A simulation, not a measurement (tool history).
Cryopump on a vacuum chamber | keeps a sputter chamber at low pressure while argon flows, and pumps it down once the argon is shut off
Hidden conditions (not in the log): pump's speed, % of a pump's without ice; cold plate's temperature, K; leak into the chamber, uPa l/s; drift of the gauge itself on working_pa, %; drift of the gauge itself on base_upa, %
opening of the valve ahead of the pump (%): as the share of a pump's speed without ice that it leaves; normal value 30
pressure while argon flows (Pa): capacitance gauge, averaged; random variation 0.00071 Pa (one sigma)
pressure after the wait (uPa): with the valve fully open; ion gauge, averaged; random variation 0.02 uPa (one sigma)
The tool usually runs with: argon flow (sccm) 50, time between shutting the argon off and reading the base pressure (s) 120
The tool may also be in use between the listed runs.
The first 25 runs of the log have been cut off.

run	day	argon flow (sccm)	time between shutting the argon off and reading the base pressure (s)	opening of the valve ahead of the pump (%)	hours of work since the pump was warmed up and emptied	hours of work since the cold head was overhauled	hours of work since the chamber's fittings were tightened	pressure while argon flows (Pa)	pressure after the wait (uPa)
26	19.238	21	120	58	750	750	2201	0.032	2.03
27	20.083	92	207	37	764	764	2215	0.2067	2.03
28	21.117	50	120	29	781	781	2232	0.1398	2.14
29	21.833	50	95	24	793	793	2244	0.1676	2.19
30	22.95	50	95	24	811	811	2262	0.1678	2.14
31	23.958	54	46	41	827	827	2278	0.1112	2.44
32	24.712	79	248	30	840	840	2291	0.2165	2.19
33	25.608	79	248	30	854	854	2305	0.2165	2.23
34	26.217	64	54	36	864	864	2315	0.1494	2.41

Consider 3 possible next runs. They are alternatives, not a sequence: every one starts from the tool as it was left by run 34. What does each give?
A	26.8	92	32	54	874	874	2325	?	?
B	26.8	60	86	21	874	874	2325	?	?
C	26.8	38	120	37	874	874	2325	?	?

run	pressure while argon flows (Pa)	pressure after the wait (uPa)
A	0.1519	2.58
B	0.2289	2.27
C	0.086	2.25
Stripped of hidden state, with their random variation kept, the same runs would have yielded:
run	pressure while argon flows (Pa)	pressure after the wait (uPa)
A	0.1301	0.61
B	0.2148	0.31
C	0.0771	0.22
